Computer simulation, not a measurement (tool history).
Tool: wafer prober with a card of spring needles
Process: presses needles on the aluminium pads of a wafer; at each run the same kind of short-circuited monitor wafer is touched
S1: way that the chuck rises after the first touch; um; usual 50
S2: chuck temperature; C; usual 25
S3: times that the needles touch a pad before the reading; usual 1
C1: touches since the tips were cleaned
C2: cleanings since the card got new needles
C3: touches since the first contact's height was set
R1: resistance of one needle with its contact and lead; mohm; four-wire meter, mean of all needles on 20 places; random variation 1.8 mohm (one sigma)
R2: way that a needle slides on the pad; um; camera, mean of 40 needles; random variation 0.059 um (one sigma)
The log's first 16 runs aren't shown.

run     day  S1   S2  S3    C1  C2      C3   R1     R2
     23.521  -- tips cleaned on abrasive film
     24.088  -- tips cleaned on abrasive film
 17  24.088  67   35   1     0  51  164923  199  12.55
     24.733  -- tips cleaned on abrasive film
     25.338  -- tips cleaned on abrasive film
     25.933  -- tips cleaned on abrasive film
 18  26.008  67   35   1   397  54  175102  203  12.44
     26.529  -- tips cleaned on abrasive film
     27.146  -- tips cleaned on abrasive film
 19  27.529  34   46   2  2049  56  183183  306   6.01
     27.804  -- tips cleaned on abrasive film
     28.375  -- tips cleaned on abrasive film
 20  28.408  59   25   1   173  58  187817  202  10.85
     29.012  -- tips cleaned on abrasive film
     29.671  -- tips cleaned on abrasive film
 21  30.142  50   25   1  2507  60  197029  280   9.13
     30.279  -- tips cleaned on abrasive film
     30.896  -- tips cleaned on abrasive film
 22  31.212  46   73   2  1696  62  202714  255   8.36
     31.475  -- tips cleaned on abrasive film
     32.062  -- tips cleaned on abrasive film
     32.717  -- tips cleaned on abrasive film
 23  32.850  50   76   1   711  65  211381  238   9.01
     33.342  -- tips cleaned on abrasive film
     33.925  -- tips cleaned on abrasive film
     34.417  -- height of the first contact set anew
     34.550  -- tips cleaned on abrasive film
 24  34.788  49  112   1  1265  68    1956  256   9.49
     35.150  -- tips cleaned on abrasive film
     35.775  -- tips cleaned on abrasive film
     36.404  -- tips cleaned on abrasive film
 25  36.700  36  107   1  1579  71   12093  312   7.00
     37.058  -- tips cleaned on abrasive film
 26  37.538  50   81   2  2571  72   16552  252   9.58
     37.675  -- tips cleaned on abrasive film
     38.321  -- tips cleaned on abrasive film
     38.942  -- tips cleaned on abrasive film
 27  39.475  68   81   3  2861  75   26829  218  13.05
     39.567  -- tips cleaned on abrasive film
     40.192  -- tips cleaned on abrasive film
     40.792  -- tips cleaned on abrasive film
 28  41.212  68   81   3  2255  78   36029  213  13.02
     41.438  -- tips cleaned on abrasive film
     42.083  -- tips cleaned on abrasive film
     42.704  -- tips cleaned on abrasive film
 29  42.712  38   59   1    24  81   43958  224   7.19
     43.317  -- tips cleaned on abrasive film
 30  43.733  34   25   1  2230  82   49404  351   6.46

3 ways to go on from here, each from the tool as it stands after run 30. What would each give?
     43.971  -- tips cleaned on abrasive film
     44.579  -- tips cleaned on abrasive film
  A  44.604  31  122   3  119  84  53992   ?   ?
     43.971  -- tips cleaned on abrasive film
     44.579  -- tips cleaned on abrasive film
  B  44.604  33   50   3  119  84  53992   ?   ?
     43.971  -- tips cleaned on abrasive film
     44.579  -- tips cleaned on abrasive film
  C  44.604  56   25   1  119  84  53992   ?   ?

run   R1     R2
  A  239   5.87
  B  220   6.28
  C  202  10.76
Without the tool's hidden state the same runs would have given:
run   R1     R2
  A  228   6.04
  B  210   6.44
  C  193  10.93
